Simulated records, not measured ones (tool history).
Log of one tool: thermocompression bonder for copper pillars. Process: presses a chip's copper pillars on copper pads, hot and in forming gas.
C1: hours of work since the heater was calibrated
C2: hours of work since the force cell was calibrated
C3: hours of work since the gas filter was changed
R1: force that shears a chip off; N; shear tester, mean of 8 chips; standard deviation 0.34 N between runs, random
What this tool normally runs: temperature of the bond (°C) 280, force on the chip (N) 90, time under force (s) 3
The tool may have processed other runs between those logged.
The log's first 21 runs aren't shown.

run 22 hour=386.9 | temperature_of_the_bond_(°C)=280 force_on_the_chip_(N)=90 time_under_force_(s)=3 | C1=260 C2=358 C3=132 | R1=56.9
run 23 hour=405.1 | temperature_of_the_bond_(°C)=292 force_on_the_chip_(N)=60 time_under_force_(s)=3 | C1=269 C2=367 C3=141 | R1=55.6
run 24 hour=428.7 | temperature_of_the_bond_(°C)=292 force_on_the_chip_(N)=60 time_under_force_(s)=3 | C1=281 C2=379 C3=152 | R1=55.3
run 25 hour=440.2 | temperature_of_the_bond_(°C)=306 force_on_the_chip_(N)=59 time_under_force_(s)=8 | C1=286 C2=385 C3=158 | R1=87.7
run 26 hour=464.0 | temperature_of_the_bond_(°C)=280 force_on_the_chip_(N)=93 time_under_force_(s)=3 | C1=298 C2=396 C3=170 | R1=57.1
run 27 hour=481.2 | temperature_of_the_bond_(°C)=280 force_on_the_chip_(N)=93 time_under_force_(s)=3 | C1=307 C2=405 C3=178 | R1=57.5
run 28 hour=501.6 | temperature_of_the_bond_(°C)=280 force_on_the_chip_(N)=69 time_under_force_(s)=3 | C1=317 C2=415 C3=188 | R1=50.1
run 29 hour=526.3 | temperature_of_the_bond_(°C)=256 force_on_the_chip_(N)=128 time_under_force_(s)=2 | C1=329 C2=427 C3=200 | R1=39.0
run 30 hour=538.9 | temperature_of_the_bond_(°C)=256 force_on_the_chip_(N)=62 time_under_force_(s)=2 | C1=335 C2=433 C3=207 | R1=26.5
run 31 hour=552.2 | temperature_of_the_bond_(°C)=280 force_on_the_chip_(N)=90 time_under_force_(s)=3 | C1=341 C2=440 C3=213 | R1=56.4
run 32 hour=571.0 | temperature_of_the_bond_(°C)=280 force_on_the_chip_(N)=70 time_under_force_(s)=3 | C1=351 C2=449 C3=222 | R1=49.9
run 33 hour=595.7 | temperature_of_the_bond_(°C)=271 force_on_the_chip_(N)=79 time_under_force_(s)=2 | C1=363 C2=461 C3=234 | R1=39.2
run 34 hour=614.4 | temperature_of_the_bond_(°C)=271 force_on_the_chip_(N)=79 time_under_force_(s)=2 | C1=372 C2=470 C3=244 | R1=39.1
run 35 hour=633.0 | temperature_of_the_bond_(°C)=283 force_on_the_chip_(N)=90 time_under_force_(s)=2 | C1=381 C2=479 C3=253 | R1=50.4
run 36 hour=650.5 | temperature_of_the_bond_(°C)=283 force_on_the_chip_(N)=90 time_under_force_(s)=2 | C1=390 C2=488 C3=261 | R1=50.4
run 37 hour=672.7 | temperature_of_the_bond_(°C)=253 force_on_the_chip_(N)=82 time_under_force_(s)=8 | C1=401 C2=499 C3=272 | R1=51.2
run 38 hour=691.7 | temperature_of_the_bond_(°C)=256 force_on_the_chip_(N)=82 time_under_force_(s)=8 | C1=410 C2=508 C3=282 | R1=53.5
run 39 hour=707.1 | temperature_of_the_bond_(°C)=256 force_on_the_chip_(N)=54 time_under_force_(s)=4 | C1=418 C2=516 C3=289 | R1=33.0
run 40 hour=728.6 | temperature_of_the_bond_(°C)=290 force_on_the_chip_(N)=82 time_under_force_(s)=3 | C1=428 C2=526 C3=300 | R1=60.6

Here are 3 independent what-if runs from the current tool condition. What would each one return?
run A hour=741.7 | temperature_of_the_bond_(°C)=280 force_on_the_chip_(N)=115 time_under_force_(s)=3 | C1=435 C2=533 C3=306 | R1=?
run B hour=741.7 | temperature_of_the_bond_(°C)=290 force_on_the_chip_(N)=85 time_under_force_(s)=3 | C1=435 C2=533 C3=306 | R1=?
run C hour=741.7 | temperature_of_the_bond_(°C)=290 force_on_the_chip_(N)=95 time_under_force_(s)=3 | C1=435 C2=533 C3=306 | R1=?

run=A R1=61.4
run=B R1=62.4
run=C R1=64.6
Had the tool no hidden state, the same runs would have come out as:
run=A R1=63.5
run=B R1=64.6
run=C R1=67.0
